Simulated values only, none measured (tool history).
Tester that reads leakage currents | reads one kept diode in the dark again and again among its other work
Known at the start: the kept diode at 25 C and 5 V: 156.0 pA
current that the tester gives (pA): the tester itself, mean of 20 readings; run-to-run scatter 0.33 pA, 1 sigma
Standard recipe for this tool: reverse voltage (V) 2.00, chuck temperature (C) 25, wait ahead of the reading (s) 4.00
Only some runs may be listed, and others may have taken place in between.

| run | hour | reverse voltage (V) | chuck temperature (C) | wait ahead of the reading (s) | current that the tester gives (pA) |
|---|---|---|---|---|---|
| 1 | 0.0 | 2.00 | 25 | 4.00 | 125.45 |
| 2 | 45.5 | 2.00 | 24 | 4.00 | 114.21 |
| 3 | 69.0 | 2.00 | 24 | 4.00 | 115.05 |
| 4 | 108.8 | 2.00 | 24 | 4.00 | 114.72 |
| 5 | 148.9 | 2.00 | 24 | 4.00 | 114.79 |
| 6 | 175.2 | 2.00 | 53 | 4.00 | 1377.56 |
| 7 | 222.4 | 7.31 | 25 | 4.00 | 211.18 |
| 8 | 267.6 | 13.33 | 25 | 4.00 | 270.23 |
| 9 | 296.5 | 2.00 | 25 | 0.30 | 128.74 |
|  | 328.6 | chuck's temperature calibrated |
| 10 | 345.3 | 2.00 | 25 | 0.30 | 111.21 |
| 11 | 389.3 | 2.00 | 25 | 0.30 | 111.79 |
| 12 | 423.4 | 2.00 | 25 | 0.30 | 111.74 |
| 13 | 470.8 | 2.00 | 25 | 0.30 | 112.82 |
| 14 | 496.0 | 1.18 | 25 | 4.00 | 89.72 |
| 15 | 546.4 | 2.00 | 25 | 0.61 | 111.43 |
| 16 | 586.5 | 2.00 | 25 | 0.61 | 111.75 |
| 17 | 623.7 | 2.00 | 25 | 0.61 | 112.39 |
| 18 | 653.6 | 2.00 | 25 | 0.61 | 111.90 |
| 19 | 675.3 | 2.00 | 25 | 0.61 | 112.26 |
| 20 | 712.6 | 2.00 | 25 | 0.61 | 112.61 |
| 21 | 734.9 | 2.00 | 25 | 0.61 | 112.69 |
| 22 | 774.8 | 2.00 | 25 | 0.61 | 112.38 |
| 23 | 805.6 | 2.00 | 25 | 0.61 | 112.32 |
| 24 | 838.6 | 15.39 | 39 | 8.70 | 876.56 |
| 25 | 860.5 | 5.38 | 49 | 3.21 | 1325.09 |
| 26 | 909.3 | 5.38 | 49 | 3.21 | 1333.26 |
| 27 | 960.4 | 3.69 | 31 | 3.21 | 250.33 |
|  | 965.8 | tester calibrated |
| 28 | 992.8 | 2.03 | 49 | 1.12 | 905.41 |
| 29 | 1028.7 | 17.63 | 49 | 0.77 | 2128.27 |
|  | 1041.0 | tester calibrated, once more |
| 30 | 1062.9 | 11.46 | 34 | 0.55 | 523.20 |
| 31 | 1096.9 | 2.00 | 25 | 3.83 | 114.70 |
|  | 1120.4 | probe card cleaned and baked |
| 32 | 1134.8 | 2.00 | 25 | 3.83 | 112.62 |
| 33 | 1178.5 | 2.35 | 25 | 7.08 | 120.91 |
| 34 | 1223.7 | 1.77 | 50 | 5.54 | 951.50 |
| 35 | 1248.5 | 1.77 | 50 | 5.54 | 953.52 |
| 36 | 1290.5 | 13.10 | 24 | 0.30 | 229.84 |
| 37 | 1330.8 | 2.00 | 32 | 4.00 | 217.83 |
| 38 | 1361.7 | 2.00 | 32 | 4.00 | 217.69 |
| 39 | 1389.8 | 2.90 | 25 | 5.23 | 132.50 |
| 40 | 1441.2 | 10.28 | 33 | 6.22 | 453.26 |

Measured minus without-hidden-state, run by run (identical run-to-run variation in each term; gauge scatter may differ):
What the log doesn't record here: stray current of the dirty probe card, pA a volt; current scale over the true one, %; true chuck temperature over the reading, C; drift of the gauge itself on leakage_pa, %.
| run | current that the tester gives (pA) |
|---|---|
| 1 | +15.71 |
| 2 | +14.64 |
| 3 | +14.87 |
| 4 | +15.02 |
| 5 | +15.22 |
| 6 | +146.78 |
| 7 | +29.70 |
| 8 | +40.03 |
| 9 | +17.35 |
| 10 | +0.17 |
| 11 | +0.38 |
| 12 | +0.55 |
| 13 | +0.81 |
| 14 | +0.53 |
| 15 | +1.17 |
| 16 | +1.37 |
| 17 | +1.56 |
| 18 | +1.70 |
| 19 | +1.80 |
| 20 | +1.99 |
| 21 | +2.11 |
| 22 | +2.30 |
| 23 | +2.46 |
| 24 | +18.89 |
| 25 | +16.25 |
| 26 | +18.51 |
| 27 | +6.50 |
| 28 | +9.88 |
| 29 | +34.56 |
| 30 | +23.28 |
| 31 | +5.13 |
| 32 | +3.78 |
| 33 | +4.30 |
| 34 | +29.54 |
| 35 | +30.45 |
| 36 | +9.32 |
| 37 | +8.63 |
| 38 | +8.89 |
| 39 | +5.99 |
| 40 | +20.47 |
